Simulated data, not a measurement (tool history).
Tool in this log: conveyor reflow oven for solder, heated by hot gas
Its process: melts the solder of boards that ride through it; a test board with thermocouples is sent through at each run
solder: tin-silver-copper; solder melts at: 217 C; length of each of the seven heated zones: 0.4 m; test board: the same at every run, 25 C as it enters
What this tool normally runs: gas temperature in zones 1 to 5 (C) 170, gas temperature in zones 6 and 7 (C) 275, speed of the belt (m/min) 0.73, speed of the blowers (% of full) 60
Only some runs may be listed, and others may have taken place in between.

run   hour  gas temperature in zones 1 to 5 (C)  gas temperature in zones 6 and 7 (C)  speed of the belt (m/min)  speed of the blowers (% of full)  highest temperature of the board (C)  time above the solder's melting point (s)
  1      0                                  170                                   275                       0.73                                60                                 256.2                                      50.07
  2    5.3                                  170                                   286                       0.73                                60                                 265.8                                      55.02
  3   13.3                                  170                                   286                       0.73                                60                                 266.1                                      54.99
  4   18.5                                  170                                   286                       0.73                                60                                 265.8                                      54.78
  5   26.3                                  170                                   286                       0.73                                60                                 265.8                                      54.82
  6   36.9                                  170                                   286                       0.73                                60                                 266.4                                      54.91
  7   45.1                                  170                                   286                       0.73                                60                                   266                                      54.99
  8   50.2                                  170                                   286                       0.73                                60                                   266                                      54.82
  9   55.2                                  170                                   286                       0.73                                60                                   266                                      54.93
 10   65.2                                  170                                   275                       0.73                                60                                 256.2                                      50.11
 11   72.1                                  170                                   275                      0.643                                60                                 260.7                                      60.06
 12   77.7                                  159                                   275                       0.73                                60                                 254.3                                      46.11
 13   85.7                                  170                                   275                       0.73                                77                                 260.3                                      52.83
 14   92.9                                  170                                   275                       0.73                                77                                 260.1                                      52.72
 15   99.6                                  170                                   275                       0.73                                77                                 260.4                                      52.94
 16  107.3                                  170                                   275                       0.73                                60                                 256.2                                      49.96
 17  114.4                                  167                                   273                      0.761                                60                                 252.5                                      44.62
 18  120.7                                  170                                   275                       0.73                                75                                 259.8                                      52.32
 19    127                                  170                                   275                      0.655                                60                                 259.7                                      58.58
 20  132.6                                  175                                   279                       0.73                                60                                 260.8                                      53.86
 21  138.4                                  175                                   275                       0.73                                80                                 261.5                                      54.97
 22  149.7                                  171                                   289                       0.73                                60                                 268.6                                      56.42
 23  156.2                                  171                                   289                      0.729                                68                                   271                                      57.52
 24  161.4                                  171                                   289                      0.729                                68                                 270.9                                      57.48
 25  167.2                                  171                                   289                      0.729                                68                                 270.8                                      57.49
 26  179.2                                  170                                   277                      0.832                                60                                 253.1                                      41.26
 27  185.7                                  156                                   273                      0.721                                70                                 255.3                                      46.86
 28  192.7                                  156                                   273                      0.721                                70                                 255.3                                      46.83
 29  198.1                                  170                                   275                      0.672                                83                                 263.6                                       59.6
 30  204.4                                  170                                   275                      0.672                                83                                 263.8                                      59.76
 31  213.7                                  170                                   275                      0.672                                83                                 263.8                                      59.59
 32  224.2                                  170                                   270                      0.598                                60                                 258.2                                      63.76

What if the next run were any one of these 3? Each begins from the tool's condition after run 32:
  A  234.2                                  157                                   281                      0.598                                50                                     ?                                          ?
  B  234.2                                  172                                   270                      0.598                                89                                     ?                                          ?
  C  234.2                                  170                                   270                      0.715                                54                                     ?                                          ?

run  highest temperature of the board (C)  time above the solder's melting point (s)
  A                                 263.9                                      62.69
  B                                 262.9                                      68.08
  C                                 251.2                                      47.64
With no hidden state in the tool, these same runs would have given:
run  highest temperature of the board (C)  time above the solder's melting point (s)
  A                                 263.9                                      62.71
  B                                 262.9                                      68.09
  C                                 251.2                                      47.67
